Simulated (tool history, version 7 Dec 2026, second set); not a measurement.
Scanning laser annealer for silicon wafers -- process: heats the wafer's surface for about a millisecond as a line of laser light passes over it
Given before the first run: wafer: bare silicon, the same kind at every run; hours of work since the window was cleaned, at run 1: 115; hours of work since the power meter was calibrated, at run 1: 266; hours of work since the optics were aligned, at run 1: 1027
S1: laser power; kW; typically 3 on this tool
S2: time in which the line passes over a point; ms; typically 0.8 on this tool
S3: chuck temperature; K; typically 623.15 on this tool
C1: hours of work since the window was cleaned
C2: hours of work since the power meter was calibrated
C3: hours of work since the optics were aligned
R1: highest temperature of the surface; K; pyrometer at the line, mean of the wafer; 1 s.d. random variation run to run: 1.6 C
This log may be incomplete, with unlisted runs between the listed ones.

run 1 day=0 | S1=3 S2=0.8 S3=623.15 | C1=115 C2=266 C3=1027 | R1=1359.15
run 2 day=0.433 | S1=3 S2=0.8 S3=632.15 | C1=122 C2=273 C3=1034 | R1=1372.15
run 3 day=1.029 | S1=3 S2=0.8 S3=649.15 | C1=130 C2=281 C3=1042 | R1=1387.15
run 4 day=1.967 | S1=3 S2=0.8 S3=623.15 | C1=144 C2=295 C3=1056 | R1=1361.15
run 5 day=2.7 | S1=3 S2=0.8 S3=623.15 | C1=154 C2=305 C3=1066 | R1=1361.15
run 6 day=3.262 | S1=3 S2=0.88 S3=623.15 | C1=163 C2=313 C3=1074 | R1=1404.15
run 7 day=4.246 | S1=3 S2=0.88 S3=623.15 | C1=177 C2=328 C3=1089 | R1=1403.15
run 8 day=5.042 | S1=3 S2=0.992 S3=623.15 | C1=188 C2=339 C3=1100 | R1=1454.15
run 9 day=5.971 | S1=3 S2=0.8 S3=605.15 | C1=202 C2=353 C3=1114 | R1=1339.15
run 10 day=6.529 | S1=3 S2=0.8 S3=605.15 | C1=210 C2=361 C3=1122 | R1=1338.15
run 11 day=7.354 | S1=3.023 S2=0.8 S3=605.15 | C1=222 C2=373 C3=1134 | R1=1346.15
run 12 day=8.225 | S1=3.023 S2=0.8 S3=605.15 | C1=234 C2=385 C3=1146 | R1=1341.15
run 13 day=8.775 | S1=3.023 S2=0.8 S3=605.15 | C1=242 C2=393 C3=1154 | R1=1342.15
-- day=9.062 optics aligned, line set to its width
run 14 day=9.746 | S1=3.023 S2=0.8 S3=605.15 | C1=253 C2=404 C3=10 | R1=1337.15
run 15 day=10.15 | S1=3.023 S2=0.8 S3=605.15 | C1=259 C2=410 C3=16 | R1=1338.15
run 16 day=10.904 | S1=3.088 S2=0.989 S3=609.15 | C1=270 C2=421 C3=27 | R1=1452.15
run 17 day=11.729 | S1=2.992 S2=0.989 S3=658.15 | C1=282 C2=433 C3=39 | R1=1477.15
run 18 day=12.212 | S1=2.984 S2=0.8 S3=623.15 | C1=289 C2=440 C3=46 | R1=1344.15
run 19 day=12.829 | S1=3.114 S2=0.8 S3=623.15 | C1=298 C2=449 C3=54 | R1=1372.15
-- day=13.296 optics aligned, line set to its width, once more
run 20 day=13.979 | S1=3 S2=0.648 S3=623.15 | C1=312 C2=462 C3=10 | R1=1273.15
run 21 day=14.462 | S1=3.063 S2=0.822 S3=608.15 | C1=319 C2=469 C3=17 | R1=1367.15
run 22 day=15.254 | S1=3.063 S2=0.822 S3=608.15 | C1=330 C2=481 C3=28 | R1=1365.15
run 23 day=16.062 | S1=2.698 S2=0.628 S3=602.15 | C1=342 C2=492 C3=40 | R1=1178.15
run 24 day=16.675 | S1=3.083 S2=0.759 S3=602.15 | C1=351 C2=501 C3=49 | R1=1331.15
run 25 day=17.138 | S1=2.97 S2=0.986 S3=652.15 | C1=357 C2=508 C3=56 | R1=1468.15
run 26 day=17.754 | S1=2.957 S2=0.874 S3=623.15 | C1=366 C2=517 C3=64 | R1=1381.15

3 ways to go on from here, each from the tool as it stands after run 26. What would each give?
-- day=18.067 window over the wafer cleaned
run A day=18.279 | S1=2.957 S2=0.828 S3=628.15 | C1=3 C2=523 C3=71 | R1=?
-- day=18.067 window over the wafer cleaned
run B day=18.279 | S1=2.897 S2=0.741 S3=638.15 | C1=3 C2=523 C3=71 | R1=?
-- day=18.067 window over the wafer cleaned
run C day=18.279 | S1=2.957 S2=0.595 S3=623.15 | C1=3 C2=523 C3=71 | R1=?

run=A R1=1382.15
run=B R1=1333.15
run=C R1=1246.15
Without the tool's unlogged condition, the same runs would have read:
run=A R1=1378.15
run=B R1=1329.15
run=C R1=1243.15

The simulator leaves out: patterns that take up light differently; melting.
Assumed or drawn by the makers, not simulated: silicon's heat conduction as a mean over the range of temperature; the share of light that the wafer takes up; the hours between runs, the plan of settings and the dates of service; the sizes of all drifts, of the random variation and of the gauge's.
